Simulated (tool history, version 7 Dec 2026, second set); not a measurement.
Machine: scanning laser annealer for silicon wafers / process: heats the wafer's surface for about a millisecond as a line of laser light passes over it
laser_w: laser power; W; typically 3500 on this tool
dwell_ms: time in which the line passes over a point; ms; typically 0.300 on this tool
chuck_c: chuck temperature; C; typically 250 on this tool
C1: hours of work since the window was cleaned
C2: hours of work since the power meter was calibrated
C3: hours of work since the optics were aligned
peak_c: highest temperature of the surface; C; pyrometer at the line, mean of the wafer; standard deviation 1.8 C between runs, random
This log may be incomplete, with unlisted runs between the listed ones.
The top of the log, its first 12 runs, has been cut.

run 13 hour=154.7 | laser_w=3480 dwell_ms=0.300 chuck_c=226 | C1=18 C2=193 C3=1042 | peak_c=918
run 14 hour=167.5 | laser_w=3480 dwell_ms=0.300 chuck_c=226 | C1=26 C2=201 C3=1050 | peak_c=913
run 15 hour=179.9 | laser_w=3480 dwell_ms=0.300 chuck_c=226 | C1=34 C2=209 C3=1058 | peak_c=913
run 16 hour=193.2 | laser_w=3331 dwell_ms=0.300 chuck_c=250 | C1=43 C2=218 C3=1067 | peak_c=902
run 17 hour=208.6 | laser_w=3500 dwell_ms=0.300 chuck_c=250 | C1=53 C2=228 C3=1077 | peak_c=943
run 18 hour=224.6 | laser_w=3500 dwell_ms=0.300 chuck_c=250 | C1=63 C2=238 C3=1087 | peak_c=940
run 19 hour=237.6 | laser_w=3500 dwell_ms=0.359 chuck_c=250 | C1=71 C2=247 C3=1096 | peak_c=1003
run 20 hour=254.3 | laser_w=3417 dwell_ms=0.283 chuck_c=270 | C1=82 C2=257 C3=1106 | peak_c=923
-- hour=258.2 laser's power meter calibrated
run 21 hour=268.7 | laser_w=3417 dwell_ms=0.283 chuck_c=270 | C1=90 C2=7 C3=1114 | peak_c=917
run 22 hour=288.7 | laser_w=3296 dwell_ms=0.283 chuck_c=276 | C1=103 C2=20 C3=1127 | peak_c=892
run 23 hour=303.7 | laser_w=3437 dwell_ms=0.264 chuck_c=283 | C1=112 C2=30 C3=1137 | peak_c=914
run 24 hour=322.5 | laser_w=3500 dwell_ms=0.300 chuck_c=261 | C1=125 C2=42 C3=1149 | peak_c=947
run 25 hour=337.1 | laser_w=3269 dwell_ms=0.374 chuck_c=246 | C1=134 C2=51 C3=1158 | peak_c=953
run 26 hour=347.5 | laser_w=3623 dwell_ms=0.229 chuck_c=277 | C1=141 C2=58 C3=1165 | peak_c=899
run 27 hour=362.9 | laser_w=3622 dwell_ms=0.334 chuck_c=256 | C1=151 C2=68 C3=1175 | peak_c=1011
-- hour=371.2 laser's power meter calibrated, once more
run 28 hour=374.7 | laser_w=3622 dwell_ms=0.334 chuck_c=256 | C1=157 C2=2 C3=1181 | peak_c=1009
run 29 hour=391.3 | laser_w=3622 dwell_ms=0.334 chuck_c=256 | C1=167 C2=13 C3=1192 | peak_c=1011
run 30 hour=409.1 | laser_w=3622 dwell_ms=0.334 chuck_c=286 | C1=179 C2=25 C3=1203 | peak_c=1044
run 31 hour=424.7 | laser_w=3622 dwell_ms=0.334 chuck_c=286 | C1=189 C2=35 C3=1213 | peak_c=1041
run 32 hour=442.2 | laser_w=3622 dwell_ms=0.334 chuck_c=286 | C1=200 C2=46 C3=1225 | peak_c=1041
run 33 hour=455.0 | laser_w=3037 dwell_ms=0.235 chuck_c=286 | C1=209 C2=54 C3=1233 | peak_c=791
run 34 hour=469.3 | laser_w=3212 dwell_ms=0.379 chuck_c=245 | C1=218 C2=64 C3=1242 | peak_c=937
run 35 hour=478.3 | laser_w=3211 dwell_ms=0.312 chuck_c=257 | C1=224 C2=70 C3=1248 | peak_c=884
run 36 hour=492.6 | laser_w=3103 dwell_ms=0.284 chuck_c=233 | C1=233 C2=79 C3=1257 | peak_c=807

Consider 5 possible next runs. They are alternatives, not a sequence: every one starts from the tool as it was left by run 36. What does each give?
run A hour=506.9 | laser_w=3342 dwell_ms=0.343 chuck_c=250 | C1=242 C2=88 C3=1267 | peak_c=?
run B hour=506.9 | laser_w=3146 dwell_ms=0.327 chuck_c=276 | C1=242 C2=88 C3=1267 | peak_c=?
run C hour=506.9 | laser_w=3500 dwell_ms=0.253 chuck_c=250 | C1=242 C2=88 C3=1267 | peak_c=?
run D hour=506.9 | laser_w=3732 dwell_ms=0.284 chuck_c=241 | C1=242 C2=88 C3=1267 | peak_c=?
run E hour=506.9 | laser_w=3500 dwell_ms=0.355 chuck_c=244 | C1=242 C2=88 C3=1267 | peak_c=?

run=A peak_c=940
run=B peak_c=905
run=C peak_c=877
run=D peak_c=957
run=E peak_c=989
The same runs, with their run-to-run variation unchanged, on a tool lacking any hidden condition would have given:
run=A peak_c=971
run=B peak_c=932
run=C peak_c=904
run=D peak_c=988
run=E peak_c=1021

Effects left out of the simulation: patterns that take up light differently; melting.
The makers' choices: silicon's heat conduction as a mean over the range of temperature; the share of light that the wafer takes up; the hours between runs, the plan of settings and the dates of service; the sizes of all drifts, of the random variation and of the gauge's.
